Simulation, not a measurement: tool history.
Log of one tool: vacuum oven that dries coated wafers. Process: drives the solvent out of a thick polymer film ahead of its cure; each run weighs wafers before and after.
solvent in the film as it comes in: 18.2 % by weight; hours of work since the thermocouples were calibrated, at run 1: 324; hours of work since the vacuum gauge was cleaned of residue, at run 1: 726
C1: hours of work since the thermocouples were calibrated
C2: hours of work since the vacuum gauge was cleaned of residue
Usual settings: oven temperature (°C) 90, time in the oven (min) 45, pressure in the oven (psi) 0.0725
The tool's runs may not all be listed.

{"run": 1, "day": 0.0, "oven temperature (°C)": 90, "time in the oven (min)": 45, "pressure in the oven (psi)": 0.0725, "C1": 324, "C2": 726, "solvent left in the film (%)": 1.53}
{"run": 2, "day": 2.579, "oven temperature (°C)": 90, "time in the oven (min)": 45, "pressure in the oven (psi)": 0.0725, "C1": 360, "C2": 762, "solvent left in the film (%)": 1.56}
{"run": 3, "day": 4.846, "oven temperature (°C)": 90, "time in the oven (min)": 45, "pressure in the oven (psi)": 0.0364, "C1": 392, "C2": 793, "solvent left in the film (%)": 1.3}
{"run": 4, "day": 6.283, "oven temperature (°C)": 90, "time in the oven (min)": 45, "pressure in the oven (psi)": 0.0364, "C1": 412, "C2": 813, "solvent left in the film (%)": 1.33}
{"run": 5, "day": 7.708, "oven temperature (°C)": 97, "time in the oven (min)": 45, "pressure in the oven (psi)": 0.0725, "C1": 431, "C2": 833, "solvent left in the film (%)": 0.63}
{"run": 6, "day": 9.079, "oven temperature (°C)": 90, "time in the oven (min)": 45, "pressure in the oven (psi)": 0.0725, "C1": 450, "C2": 852, "solvent left in the film (%)": 1.58}
{"run": 7, "day": 10.688, "oven temperature (°C)": 90, "time in the oven (min)": 45, "pressure in the oven (psi)": 0.0725, "C1": 473, "C2": 874, "solvent left in the film (%)": 1.55}
{"run": 8, "day": 12.188, "oven temperature (°C)": 90, "time in the oven (min)": 24, "pressure in the oven (psi)": 0.0725, "C1": 494, "C2": 895, "solvent left in the film (%)": 4.06}
{"run": 9, "day": 13.671, "oven temperature (°C)": 102, "time in the oven (min)": 45, "pressure in the oven (psi)": 0.0725, "C1": 514, "C2": 915, "solvent left in the film (%)": 0.4}
{"run": 10, "day": 15.304, "oven temperature (°C)": 90, "time in the oven (min)": 45, "pressure in the oven (psi)": 0.0725, "C1": 537, "C2": 938, "solvent left in the film (%)": 1.56}
{"run": 11, "day": 17.938, "oven temperature (°C)": 90, "time in the oven (min)": 45, "pressure in the oven (psi)": 0.0725, "C1": 573, "C2": 975, "solvent left in the film (%)": 1.54}
{"run": 12, "day": 20.154, "oven temperature (°C)": 90, "time in the oven (min)": 45, "pressure in the oven (psi)": 0.0725, "C1": 604, "C2": 1005, "solvent left in the film (%)": 1.54}
{"run": 13, "day": 22.946, "oven temperature (°C)": 90, "time in the oven (min)": 45, "pressure in the oven (psi)": 0.0725, "C1": 643, "C2": 1044, "solvent left in the film (%)": 1.57}
{"run": 14, "day": 24.546, "oven temperature (°C)": 90, "time in the oven (min)": 45, "pressure in the oven (psi)": 0.0725, "C1": 665, "C2": 1066, "solvent left in the film (%)": 1.5}
{"run": 15, "day": 26.171, "oven temperature (°C)": 90, "time in the oven (min)": 45, "pressure in the oven (psi)": 0.2873, "C1": 688, "C2": 1089, "solvent left in the film (%)": 2.87}
{"run": 16, "day": 28.4, "oven temperature (°C)": 90, "time in the oven (min)": 45, "pressure in the oven (psi)": 0.0612, "C1": 719, "C2": 1120, "solvent left in the film (%)": 1.44}
{"run": 17, "day": 30.804, "oven temperature (°C)": 90, "time in the oven (min)": 45, "pressure in the oven (psi)": 0.0612, "C1": 752, "C2": 1153, "solvent left in the film (%)": 1.44}
{"run": 18, "day": 33.096, "oven temperature (°C)": 90, "time in the oven (min)": 45, "pressure in the oven (psi)": 0.0612, "C1": 784, "C2": 1185, "solvent left in the film (%)": 1.43}
{"run": 19, "day": 34.55, "oven temperature (°C)": 90, "time in the oven (min)": 45, "pressure in the oven (psi)": 0.0725, "C1": 804, "C2": 1205, "solvent left in the film (%)": 1.52}
{"run": 20, "day": 36.167, "oven temperature (°C)": 90, "time in the oven (min)": 31, "pressure in the oven (psi)": 0.0725, "C1": 826, "C2": 1228, "solvent left in the film (%)": 2.87}
{"run": 21, "day": 38.0, "oven temperature (°C)": 90, "time in the oven (min)": 45, "pressure in the oven (psi)": 0.0725, "C1": 852, "C2": 1253, "solvent left in the film (%)": 1.54}
{"run": 22, "day": 39.617, "oven temperature (°C)": 90, "time in the oven (min)": 45, "pressure in the oven (psi)": 0.0725, "C1": 874, "C2": 1275, "solvent left in the film (%)": 1.53}
{"run": 23, "day": 41.967, "oven temperature (°C)": 90, "time in the oven (min)": 45, "pressure in the oven (psi)": 0.0725, "C1": 907, "C2": 1308, "solvent left in the film (%)": 1.57}
{"run": 24, "day": 43.962, "oven temperature (°C)": 90, "time in the oven (min)": 45, "pressure in the oven (psi)": 0.0725, "C1": 934, "C2": 1336, "solvent left in the film (%)": 1.58}
{"run": 25, "day": 46.317, "oven temperature (°C)": 90, "time in the oven (min)": 45, "pressure in the oven (psi)": 0.0725, "C1": 967, "C2": 1368, "solvent left in the film (%)": 1.57}
{"run": 26, "day": 48.908, "oven temperature (°C)": 95, "time in the oven (min)": 22, "pressure in the oven (psi)": 0.1693, "C1": 1003, "C2": 1404, "solvent left in the film (%)": 3.42}
{"run": 27, "day": 50.808, "oven temperature (°C)": 94, "time in the oven (min)": 34, "pressure in the oven (psi)": 0.2065, "C1": 1029, "C2": 1431, "solvent left in the film (%)": 2.27}
{"run": 28, "day": 53.421, "oven temperature (°C)": 94, "time in the oven (min)": 34, "pressure in the oven (psi)": 0.2065, "C1": 1066, "C2": 1467, "solvent left in the film (%)": 2.33}
{"run": 29, "day": 55.121, "oven temperature (°C)": 90, "time in the oven (min)": 25, "pressure in the oven (psi)": 0.0438, "C1": 1089, "C2": 1491, "solvent left in the film (%)": 3.72}
{"run": 30, "day": 58.062, "oven temperature (°C)": 88, "time in the oven (min)": 45, "pressure in the oven (psi)": 0.0647, "C1": 1130, "C2": 1531, "solvent left in the film (%)": 1.92}
{"run": 31, "day": 60.025, "oven temperature (°C)": 93, "time in the oven (min)": 56, "pressure in the oven (psi)": 0.0898, "C1": 1157, "C2": 1559, "solvent left in the film (%)": 0.83}
{"run": 32, "day": 61.775, "oven temperature (°C)": 93, "time in the oven (min)": 56, "pressure in the oven (psi)": 0.0898, "C1": 1182, "C2": 1583, "solvent left in the film (%)": 0.83}
{"run": 33, "day": 64.754, "oven temperature (°C)": 77, "time in the oven (min)": 45, "pressure in the oven (psi)": 0.1147, "C1": 1223, "C2": 1624, "solvent left in the film (%)": 5.81}
{"run": 34, "day": 66.562, "oven temperature (°C)": 88, "time in the oven (min)": 45, "pressure in the oven (psi)": 0.0725, "C1": 1248, "C2": 1649, "solvent left in the film (%)": 1.99}
{"run": 35, "day": 67.871, "oven temperature (°C)": 90, "time in the oven (min)": 57, "pressure in the oven (psi)": 0.1884, "C1": 1266, "C2": 1668, "solvent left in the film (%)": 1.83}
{"run": 36, "day": 69.483, "oven temperature (°C)": 90, "time in the oven (min)": 57, "pressure in the oven (psi)": 0.1884, "C1": 1289, "C2": 1690, "solvent left in the film (%)": 1.8}
{"day": 72.1, "done": "oven's thermocouples calibrated"}
{"run": 37, "day": 72.383, "oven temperature (°C)": 96, "time in the oven (min)": 26, "pressure in the oven (psi)": 0.0516, "C1": 4, "C2": 1729, "solvent left in the film (%)": 1.85}
{"run": 38, "day": 75.054, "oven temperature (°C)": 90, "time in the oven (min)": 81, "pressure in the oven (psi)": 0.0377, "C1": 41, "C2": 1766, "solvent left in the film (%)": 0.39}
{"run": 39, "day": 77.046, "oven temperature (°C)": 101, "time in the oven (min)": 74, "pressure in the oven (psi)": 0.0377, "C1": 69, "C2": 1794, "solvent left in the film (%)": 0.13}
{"run": 40, "day": 78.988, "oven temperature (°C)": 101, "time in the oven (min)": 74, "pressure in the oven (psi)": 0.0377, "C1": 96, "C2": 1821, "solvent left in the film (%)": 0.21}
{"run": 41, "day": 80.596, "oven temperature (°C)": 89, "time in the oven (min)": 41, "pressure in the oven (psi)": 0.0365, "C1": 118, "C2": 1843, "solvent left in the film (%)": 1.85}
{"run": 42, "day": 82.846, "oven temperature (°C)": 100, "time in the oven (min)": 35, "pressure in the oven (psi)": 0.0365, "C1": 149, "C2": 1874, "solvent left in the film (%)": 0.54}
{"run": 43, "day": 84.408, "oven temperature (°C)": 90, "time in the oven (min)": 76, "pressure in the oven (psi)": 0.1585, "C1": 171, "C2": 1896, "solvent left in the film (%)": 1.19}
{"run": 44, "day": 85.942, "oven temperature (°C)": 105, "time in the oven (min)": 76, "pressure in the oven (psi)": 0.1012, "C1": 192, "C2": 1917, "solvent left in the film (%)": 0.37}
{"run": 45, "day": 87.188, "oven temperature (°C)": 95, "time in the oven (min)": 30, "pressure in the oven (psi)": 0.0725, "C1": 209, "C2": 1934, "solvent left in the film (%)": 1.79}

Forecast run 46:
{"run": 46, "day": 89.762, "oven temperature (°C)": 100, "time in the oven (min)": 63, "pressure in the oven (psi)": 0.2196, "C1": 245, "C2": 1970, "solvent left in the film (%)": "?"}

{"run 46": {"solvent left in the film (%)": 1.01}}
Without the tool's hidden state the same run would have given solvent left in the film (%) 0.99.

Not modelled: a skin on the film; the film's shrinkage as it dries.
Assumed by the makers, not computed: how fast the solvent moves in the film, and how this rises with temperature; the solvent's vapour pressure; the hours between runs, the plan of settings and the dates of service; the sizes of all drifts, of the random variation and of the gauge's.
